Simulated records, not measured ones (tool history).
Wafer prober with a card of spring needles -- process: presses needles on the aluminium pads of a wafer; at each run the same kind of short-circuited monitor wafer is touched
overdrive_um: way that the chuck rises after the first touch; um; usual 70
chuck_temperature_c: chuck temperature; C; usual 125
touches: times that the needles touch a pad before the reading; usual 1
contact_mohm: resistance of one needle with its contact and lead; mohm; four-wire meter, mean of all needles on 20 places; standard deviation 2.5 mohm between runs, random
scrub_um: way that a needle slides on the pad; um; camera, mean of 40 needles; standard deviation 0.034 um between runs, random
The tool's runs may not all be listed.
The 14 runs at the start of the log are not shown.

At hour 90.5: tips cleaned on abrasive film.
Run 15, hour 91.5: usual settings but chuck_temperature_c 36 C. Result: contact_mohm 291 mohm, scrub_um 10.06 um.
At hour 94.3: tips cleaned on abrasive film.
Run 16, hour 96.4: usual settings but overdrive_um 53 um, chuck_temperature_c 115 C, touches 3. Result: contact_mohm 303 mohm, scrub_um 7.58 um.
At hour 97.9: tips cleaned on abrasive film.
At hour 101.4: tips cleaned on abrasive film.
Run 17, hour 102.5: usual settings but chuck_temperature_c 57 C. Result: contact_mohm 285 mohm, scrub_um 10.08 um.
At hour 105.0: tips cleaned on abrasive film.
At hour 108.9: tips cleaned on abrasive film.
Run 18, hour 109.6: usual settings but chuck_temperature_c 57 C. Result: contact_mohm 283 mohm, scrub_um 10.03 um.
At hour 112.5: tips cleaned on abrasive film.
At hour 116.1: tips cleaned on abrasive film.
Run 19, hour 116.1: usual settings but overdrive_um 50 um, chuck_temperature_c 74 C, touches 3. Result: contact_mohm 280 mohm, scrub_um 7.06 um.
At hour 120.0: tips cleaned on abrasive film.
At hour 123.6: tips cleaned on abrasive film.
Run 20, hour 125.7: usual settings but overdrive_um 66 um, chuck_temperature_c 32 C. Result: contact_mohm 301 mohm, scrub_um 9.45 um.
At hour 127.1: tips cleaned on abrasive film.
At hour 130.6: tips cleaned on abrasive film.
Run 21, hour 131.4: usual settings but overdrive_um 66 um, chuck_temperature_c 32 C. Result: contact_mohm 279 mohm, scrub_um 9.42 um.
At hour 134.0: tips cleaned on abrasive film.
At hour 137.5: tips cleaned on abrasive film.
At hour 140.9: tips cleaned on abrasive film.
Run 22, hour 140.9: usual settings but touches 2. Result: contact_mohm 289 mohm, scrub_um 9.92 um.
At hour 144.5: tips cleaned on abrasive film.
At hour 148.2: tips cleaned on abrasive film.
Run 23, hour 148.3: usual settings but touches 2. Result: contact_mohm 294 mohm, scrub_um 9.99 um.
At hour 151.8: tips cleaned on abrasive film.
Run 24, hour 154.6: usual settings but overdrive_um 78 um, chuck_temperature_c 58 C, touches 3. Result: contact_mohm 281 mohm, scrub_um 11.07 um.
At hour 155.3: tips cleaned on abrasive film.
At hour 159.1: tips cleaned on abrasive film.
Run 25, hour 161.4: usual settings but chuck_temperature_c 35 C. Result: contact_mohm 309 mohm, scrub_um 9.96 um.
At hour 162.7: tips cleaned on abrasive film.
At hour 166.6: tips cleaned on abrasive film.
Run 26, hour 168.1: usual settings but overdrive_um 67 um, chuck_temperature_c 50 C, touches 2. Result: contact_mohm 284 mohm, scrub_um 9.47 um.
At hour 170.3: tips cleaned on abrasive film.
At hour 174.4: tips cleaned on abrasive film.
Run 27, hour 175.6: usual settings but overdrive_um 67 um, chuck_temperature_c 43 C, touches 2. Result: contact_mohm 283 mohm, scrub_um 9.48 um.
At hour 178.4: tips cleaned on abrasive film.
Run 28, hour 179.6: usual settings but overdrive_um 67 um, touches 2. Result: contact_mohm 306 mohm, scrub_um 9.49 um.
At hour 182.2: tips cleaned on abrasive film.
At hour 186.2: tips cleaned on abrasive film.
Run 29, hour 186.9: usual settings but overdrive_um 67 um, touches 2. Result: contact_mohm 301 mohm, scrub_um 9.49 um.
At hour 190.2: tips cleaned on abrasive film.
At hour 193.8: tips cleaned on abrasive film.
Run 30, hour 194.2: usual settings but overdrive_um 54 um, chuck_temperature_c 90 C, touches 2. Result: contact_mohm 291 mohm, scrub_um 7.62 um.

Alternative continuations, all from the tool just after run 30; predict every row:
At hour 197.2: tips cleaned on abrasive film.
At hour 201.3: tips cleaned on abrasive film.
Run A, hour 201.7: usual settings but overdrive_um 74 um, chuck_temperature_c 63 C. Result: contact_mohm ?, scrub_um ?.
At hour 197.2: tips cleaned on abrasive film.
At hour 201.3: tips cleaned on abrasive film.
Run B, hour 201.7: usual settings but overdrive_um 54 um. Result: contact_mohm ?, scrub_um ?.
At hour 197.2: tips cleaned on abrasive film.
At hour 201.3: tips cleaned on abrasive film.
Run C, hour 201.7: usual settings but overdrive_um 54 um, chuck_temperature_c 27 C, touches 2. Result: contact_mohm ?, scrub_um ?.
At hour 197.2: tips cleaned on abrasive film.
At hour 201.3: tips cleaned on abrasive film.
Run D, hour 201.7: usual settings but chuck_temperature_c 73 C. Result: contact_mohm ?, scrub_um ?.
At hour 197.2: tips cleaned on abrasive film.
At hour 201.3: tips cleaned on abrasive film.
Run E, hour 201.7: usual settings but overdrive_um 81 um, chuck_temperature_c 92 C, touches 2. Result: contact_mohm ?, scrub_um ?.

run  contact_mohm  scrub_um
  A           284     10.47
  B           315      7.51
  C           277      7.51
  D           285      9.89
  E           282     11.49
What these runs would have given with no unlogged condition in the tool:
run  contact_mohm  scrub_um
  A           268     10.88
  B           289      7.93
  C           259      7.92
  D           268     10.30
  E           273     11.90
